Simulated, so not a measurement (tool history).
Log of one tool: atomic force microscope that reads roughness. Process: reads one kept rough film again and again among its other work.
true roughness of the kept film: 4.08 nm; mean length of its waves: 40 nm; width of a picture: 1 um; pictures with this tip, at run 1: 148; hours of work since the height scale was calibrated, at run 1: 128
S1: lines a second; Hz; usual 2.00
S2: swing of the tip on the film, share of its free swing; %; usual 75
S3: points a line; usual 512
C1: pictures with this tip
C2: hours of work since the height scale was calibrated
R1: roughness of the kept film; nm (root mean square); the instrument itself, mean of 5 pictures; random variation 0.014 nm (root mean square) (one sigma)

run 1 day=0.000 | S1=2.00 S2=75 S3=512 | C1=148 C2=128 | R1=2.747
run 2 day=1.675 | S1=2.00 S2=75 S3=512 | C1=202 C2=155 | R1=2.571
-- day=2.325 new tip fitted
run 3 day=4.342 | S1=2.00 S2=75 S3=512 | C1=65 C2=197 | R1=3.019
run 4 day=6.304 | S1=2.00 S2=75 S3=512 | C1=128 C2=228 | R1=2.829
run 5 day=7.588 | S1=2.00 S2=75 S3=512 | C1=170 C2=248 | R1=2.668
-- day=9.233 new tip fitted
run 6 day=9.233 | S1=2.00 S2=75 S3=294 | C1=0 C2=274 | R1=3.286
run 7 day=10.750 | S1=2.00 S2=75 S3=512 | C1=49 C2=298 | R1=3.089
run 8 day=11.954 | S1=2.00 S2=75 S3=618 | C1=88 C2=317 | R1=2.928
run 9 day=14.367 | S1=1.99 S2=75 S3=618 | C1=166 C2=355 | R1=2.684
run 10 day=15.683 | S1=2.00 S2=87 S3=512 | C1=208 C2=376 | R1=2.352
-- day=16.188 new tip fitted
run 11 day=17.358 | S1=2.00 S2=87 S3=512 | C1=38 C2=402 | R1=2.870
run 12 day=19.221 | S1=1.42 S2=75 S3=475 | C1=98 C2=432 | R1=2.992
run 13 day=21.525 | S1=1.42 S2=75 S3=475 | C1=172 C2=468 | R1=2.780
-- day=23.188 new tip fitted
run 14 day=24.325 | S1=1.42 S2=65 S3=475 | C1=37 C2=512 | R1=3.377
run 15 day=27.033 | S1=1.42 S2=65 S3=305 | C1=124 C2=555 | R1=3.026
run 16 day=29.308 | S1=2.00 S2=67 S3=407 | C1=198 C2=591 | R1=2.703
-- day=30.158 new tip fitted
run 17 day=31.821 | S1=3.30 S2=57 S3=512 | C1=54 C2=630 | R1=3.271
run 18 day=33.767 | S1=3.30 S2=57 S3=512 | C1=117 C2=661 | R1=3.002
run 19 day=36.412 | S1=3.30 S2=57 S3=512 | C1=202 C2=703 | R1=2.746
-- day=37.038 new tip fitted
run 20 day=37.717 | S1=2.00 S2=74 S3=512 | C1=22 C2=723 | R1=3.214
run 21 day=39.279 | S1=2.50 S2=74 S3=512 | C1=72 C2=748 | R1=2.929

Forecast each of these 4 alternatives for the next run:
run A day=41.033 | S1=2.50 S2=78 S3=512 | C1=129 C2=776 | R1=?
run B day=41.033 | S1=0.78 S2=84 S3=512 | C1=129 C2=776 | R1=?
run C day=41.033 | S1=0.94 S2=89 S3=947 | C1=129 C2=776 | R1=?
run D day=41.033 | S1=0.79 S2=75 S3=512 | C1=129 C2=776 | R1=?

run=A R1=2.660
run=B R1=2.903
run=C R1=2.811
run=D R1=2.970
Without the tool's hidden state the same runs would have given:
run=A R1=3.174
run=B R1=3.463
run=C R1=3.355
run=D R1=3.545
